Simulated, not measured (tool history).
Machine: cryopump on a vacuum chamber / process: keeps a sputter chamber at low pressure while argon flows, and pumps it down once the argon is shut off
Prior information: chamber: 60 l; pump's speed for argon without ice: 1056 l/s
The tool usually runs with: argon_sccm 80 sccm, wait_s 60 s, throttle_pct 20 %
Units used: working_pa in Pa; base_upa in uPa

run	hour	argon_sccm	wait_s	throttle_pct	working_pa	base_upa
1	0	80	60	20	0.6445	3.51
2	66.9	80	60	20	0.6479	3.65
3	115.1	80	60	20	0.6479	3.82
4	158.1	80	60	20	0.6501	3.74
5	194.2	80	60	20	0.6441	3.92
6	246.3	141	60	20	1.1423	3.82
7	288.1	141	60	20	1.1459	3.93
8	338.2	141	60	20	1.15	4.06
9	380.7	80	60	15	0.8684	4.12
10	419.8	80	60	15	0.8699	4.12
11	487.2	80	60	15	0.8747	4.31
12	564.8	80	29	20	0.6611	5.25
13	635.5	80	52	20	0.6673	4.62
14	686	80	52	20	0.6607	4.57
15	756.8	80	52	20	0.6702	4.67
16	838.1	80	52	20	0.6687	4.98
17	901.9	80	52	20	0.6721	5.01
18	940.7	35	26	56	0.1143	6.01
19	978.5	80	219	34	0.4112	4.31
20	1054.1	80	219	34	0.4135	4.62
21	1103.4	80	219	34	0.4142	4.66
22	1153	75	33	40	0.3393	5.89
23	1193.5	80	60	21	0.652	5.4
# hour 1221: pump warmed up, emptied and cooled again
# hour 1223: leaking fittings of the chamber tightened, without venting
24	1254.5	80	60	21	0.6094	1.2
25	1295.2	42	60	38	0.1786	1.18
26	1364.5	42	60	38	0.1788	1.31
27	1401	116	200	52	0.3648	0.72
28	1447.4	80	274	23	0.5638	0.69
29	1489.5	77	184	18	0.6907	0.81
30	1564.3	39	61	29	0.2205	1.48
31	1602.5	36	135	23	0.2531	0.97
32	1647	36	135	33	0.1802	1.12
33	1719.3	80	60	23	0.5738	1.56
34	1797.3	128	60	23	0.9144	1.62

Forecast each of these 3 alternatives for the next run:
A	1851.2	150	44	20	?	?
B	1851.2	68	60	23	?	?
C	1851.2	76	60	23	?	?

run	working_pa	base_upa
A	1.2354	2.02
B	0.4866	1.72
C	0.551	1.78
What these runs would have given with no unlogged condition in the tool:
run	working_pa	base_upa
A	1.2027	1.46
B	0.4718	1.16
C	0.5343	1.2

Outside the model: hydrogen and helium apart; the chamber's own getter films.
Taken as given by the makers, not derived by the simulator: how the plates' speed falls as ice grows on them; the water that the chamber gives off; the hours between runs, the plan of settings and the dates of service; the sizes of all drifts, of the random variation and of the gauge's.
